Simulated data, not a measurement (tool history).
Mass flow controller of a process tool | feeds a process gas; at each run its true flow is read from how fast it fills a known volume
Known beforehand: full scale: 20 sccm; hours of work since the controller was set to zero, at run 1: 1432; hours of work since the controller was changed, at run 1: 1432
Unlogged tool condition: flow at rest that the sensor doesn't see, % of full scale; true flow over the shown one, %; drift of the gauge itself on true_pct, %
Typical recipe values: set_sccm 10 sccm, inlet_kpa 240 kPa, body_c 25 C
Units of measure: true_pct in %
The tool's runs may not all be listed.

| run | hour | set_sccm | inlet_kpa | body_c | hours of work since the controller was set to zero | hours of work since the controller was changed | true_pct |
|---|---|---|---|---|---|---|---|
| 1 | 0 | 10 | 240 | 25 | 1432 | 1432 | 100.06 |
| 2 | 373.5 | 10 | 240 | 25 | 1548 | 1548 | 99.86 |
| 3 | 848 | 10 | 213 | 25 | 1695 | 1695 | 99.59 |
| 4 | 1079.9 | 10 | 213 | 30 | 1767 | 1767 | 99.75 |
| 5 | 1365 | 5 | 213 | 30 | 1856 | 1856 | 99.52 |
| 6 | 1685.2 | 5 | 213 | 30 | 1955 | 1955 | 99.55 |
| 7 | 2007.6 | 5 | 220 | 30 | 2055 | 2055 | 99.39 |
| 8 | 2344.8 | 10 | 240 | 26 | 2160 | 2160 | 99.39 |
| 9 | 2604.8 | 10 | 275 | 25 | 2241 | 2241 | 99.51 |
| 10 | 3001.4 | 10 | 275 | 25 | 2364 | 2364 | 99.32 |
| 11 | 3416.6 | 18 | 232 | 24 | 2493 | 2493 | 99.1 |
| 12 | 3883.8 | 18 | 232 | 24 | 2638 | 2638 | 98.96 |
| 13 | 4308.6 | 10 | 240 | 29 | 2770 | 2770 | 98.89 |
| 14 | 4632 | 4 | 240 | 25 | 2870 | 2870 | 98.42 |
| 15 | 4969.1 | 4 | 240 | 25 | 2975 | 2975 | 98.3 |
| 16 | 5303.7 | 4 | 240 | 25 | 3078 | 3078 | 98.25 |
| 17 | 5505.7 | 4 | 149 | 25 | 3141 | 3141 | 97.53 |
| 18 | 5707.9 | 3 | 240 | 25 | 3204 | 3204 | 98.06 |
| 19 | 5973.8 | 3 | 262 | 21 | 3287 | 3287 | 97.88 |

Each row is a separate what-if for the run after 19, all from the same tool condition, not one after another. Results?
| A | 6391.3 | 4 | 180 | 21 | 3416 | 3416 | ? |
| B | 6391.3 | 14 | 157 | 21 | 3416 | 3416 | ? |
| C | 6391.3 | 10 | 240 | 26 | 3416 | 3416 | ? |
| D | 6391.3 | 5 | 262 | 21 | 3416 | 3416 | ? |

| run | true_pct |
|---|---|
| A | 97.34 |
| B | 97.43 |
| C | 98.2 |
| D | 97.77 |
With no hidden state in the tool, these same runs would have given:
| run | true_pct |
|---|---|
| A | 99.2 |
| B | 99.3 |
| C | 100.09 |
| D | 99.64 |

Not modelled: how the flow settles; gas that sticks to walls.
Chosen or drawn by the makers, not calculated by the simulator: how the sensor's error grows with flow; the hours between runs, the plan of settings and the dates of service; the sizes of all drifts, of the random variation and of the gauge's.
